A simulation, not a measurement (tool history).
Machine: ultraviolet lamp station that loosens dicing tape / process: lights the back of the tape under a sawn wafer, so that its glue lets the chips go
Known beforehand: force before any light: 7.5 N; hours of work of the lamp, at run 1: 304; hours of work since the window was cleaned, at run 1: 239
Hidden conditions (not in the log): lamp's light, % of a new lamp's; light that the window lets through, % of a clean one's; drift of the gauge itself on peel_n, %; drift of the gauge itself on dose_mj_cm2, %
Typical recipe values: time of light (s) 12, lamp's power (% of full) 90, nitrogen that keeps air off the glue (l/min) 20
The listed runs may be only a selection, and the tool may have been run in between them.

run,day,time of light (s),lamp's power (% of full),nitrogen that keeps air off the glue (l/min),hours of work of the lamp,hours of work since the window was cleaned,force that peels the tape off (N),light that reached the tape (J/m2)
1,0,12,90,20,304,239,0.53,2790
2,0.604,12,90,20,312,247,0.536,2810
3,1.383,12,90,20,321,256,0.547,2790
4,1.829,12,90,9,327,261,0.894,2770
5,2.733,12,90,6,337,272,1.143,2750
6,3.333,12,66,20,345,280,0.995,2040
7,3.975,12,90,27,352,287,0.489,2730
8,4.538,12,90,27,359,294,0.481,2670
9,5.342,12,90,27,369,304,0.498,2710
# day 5.838: window cleaned of glue's vapour
10,5.862,12,90,27,375,0,0.537,2570
11,6.354,12,90,27,381,6,0.537,2570
12,6.804,12,90,27,386,12,0.557,2590
13,7.371,12,90,20,393,19,0.643,2570
14,7.938,12,90,20,400,25,0.65,2600
15,8.646,12,90,20,408,34,0.662,2520
16,9.029,12,90,20,413,38,0.649,2580
17,9.683,12,62,20,421,46,1.316,1730
18,10.225,12,90,20,427,53,0.666,2480
# day 11.025: window cleaned of glue's vapour, once more
19,11.042,12,90,20,437,0,0.56,2790
20,11.846,12,90,20,447,10,0.549,2760
21,12.767,12,90,20,458,21,0.552,2740
22,13.604,12,90,20,468,31,0.564,2730
23,14.417,23,80,28,478,41,0.222,4610
24,15.142,9,63,11,486,50,2.218,1460
25,15.65,9,63,11,493,56,2.336,1420
26,16.362,9,63,11,501,64,2.339,1380
27,17.267,9,63,11,512,75,2.228,1360
28,17.721,7,61,7,517,81,3.461,1010
29,18.496,21,75,29,527,90,0.266,3790
30,19.142,21,94,29,535,98,0.201,4740
31,19.579,22,66,20,540,103,0.341,3470
32,20.338,22,66,20,549,112,0.362,3470
33,21.188,22,66,8,559,122,0.64,3450
34,21.917,15,69,12,568,131,0.959,2450
35,22.546,11,80,10,576,139,1.337,2080
36,23.1,6,90,21,582,146,1.984,1300
37,23.754,10,62,20,590,153,1.755,1440
38,24.496,6,71,20,599,162,2.741,950
39,24.962,7,74,7,605,168,3.15,1210
40,25.788,7,74,7,615,178,3.125,1230
41,26.396,7,74,7,622,185,3.208,1180
42,27.062,12,71,14,630,193,1.275,1960
43,27.458,17,96,14,635,198,0.379,3700
44,27.888,17,96,14,640,203,0.386,3710

3 ways to go on from here, each from the tool as it stands after run 44. What would each give?
A,28.792,12,90,20,651,214,?,?
B,28.792,8,80,20,651,214,?,?
C,28.792,17,96,16,651,214,?,?

run,force that peels the tape off (N),light that reached the tape (J/m2)
A,0.719,2410
B,1.78,1450
C,0.346,3620
Without the tool's hidden state the same runs would have given:
run,force that peels the tape off (N),light that reached the tape (J/m2)
A,0.391,3310
B,1.087,1990
C,0.22,4960
